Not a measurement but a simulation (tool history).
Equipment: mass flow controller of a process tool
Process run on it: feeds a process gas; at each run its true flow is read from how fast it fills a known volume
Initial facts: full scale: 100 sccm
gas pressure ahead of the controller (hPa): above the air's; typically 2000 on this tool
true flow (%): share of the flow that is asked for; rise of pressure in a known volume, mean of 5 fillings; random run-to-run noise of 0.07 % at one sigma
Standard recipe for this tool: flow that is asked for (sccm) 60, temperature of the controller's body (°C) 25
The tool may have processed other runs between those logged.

run	day	flow that is asked for (sccm)	gas pressure ahead of the controller (hPa)	temperature of the controller's body (°C)	true flow (%)
1	0	60	2000	25	99.32
2	2.896	60	2000	25	99.2
3	5.358	60	2000	26	99.23
4	8.621	60	2000	28	98.98
5	13.042	60	2000	25	99.3
6	15.154	60	2000	25	99.44
7	18.775	60	2000	25	99.36
8	22.95	60	2000	25	99.5
9	26.388	60	2000	25	99.56
10	28.688	54	2380	28	99.24
11	32.517	60	1410	31	98.75
12	36.238	60	2000	27	99.23
13	38.733	60	1880	27	99.33
14	43.146	60	2540	32	99.08
15	46.954	60	2540	32	99.16
16	49.312	60	2540	32	99.07
17	53.188	40	2540	32	98.82
18	57.142	40	2540	32	98.84

Alternative continuations, all from the tool just after run 18; predict every row:
A	60.233	20	2730	37	?
B	60.233	83	2410	36	?
C	60.233	43	2540	27	?

run	true flow (%)
A	98.36
B	99.28
C	99.4
Without the tool's hidden state the same runs would have given:
run	true flow (%)
A	97.14
B	98.71
C	98.63
